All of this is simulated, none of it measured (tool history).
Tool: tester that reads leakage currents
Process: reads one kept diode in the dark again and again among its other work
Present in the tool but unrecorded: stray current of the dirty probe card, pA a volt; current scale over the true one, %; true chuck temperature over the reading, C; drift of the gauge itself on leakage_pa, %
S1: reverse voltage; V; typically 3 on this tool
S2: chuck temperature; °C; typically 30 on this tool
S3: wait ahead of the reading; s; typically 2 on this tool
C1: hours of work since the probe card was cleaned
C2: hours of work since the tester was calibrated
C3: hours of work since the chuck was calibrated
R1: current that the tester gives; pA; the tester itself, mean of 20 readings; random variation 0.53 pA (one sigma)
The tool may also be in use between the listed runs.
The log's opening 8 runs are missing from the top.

run,hour,S1,S2,S3,C1,C2,C3,R1
9,705,3,30,1.86,228,743,743,167.36
10,806.7,3,30,1.86,297,812,812,168.49
11,922,3,57,2,375,890,890,1174.16
12,1018.2,3,57,2,441,956,956,1162.86
13,1094.2,3,57,2,492,1007,1007,1162.58
14,1164.2,3,30,3.68,540,1055,1055,167.3
15,1222.5,3,30,3.68,579,1094,1094,166.42
16,1277.9,3,30,2,617,1132,1132,166.28
17,1359.4,3,30,0.96,672,1188,1188,167.09
18,1423.7,3,30,0.96,716,1231,1231,167.04
19,1506.7,3,30,0.96,772,1288,1288,165.2
20,1616.3,3,30,0.96,847,1362,1362,166.36
21,1710.5,3,28,2,911,1426,1426,141.62
22,1788.1,3,30,0.87,964,1479,1479,166.02

The next listed run, before its measurement:
23,1902.6,5.83,44,0.87,1041,1557,1557,?

Logged for run 23: R1 644.1 pA.
Minus the tool's unlogged condition, the same run would have read R1 702.4 pA.
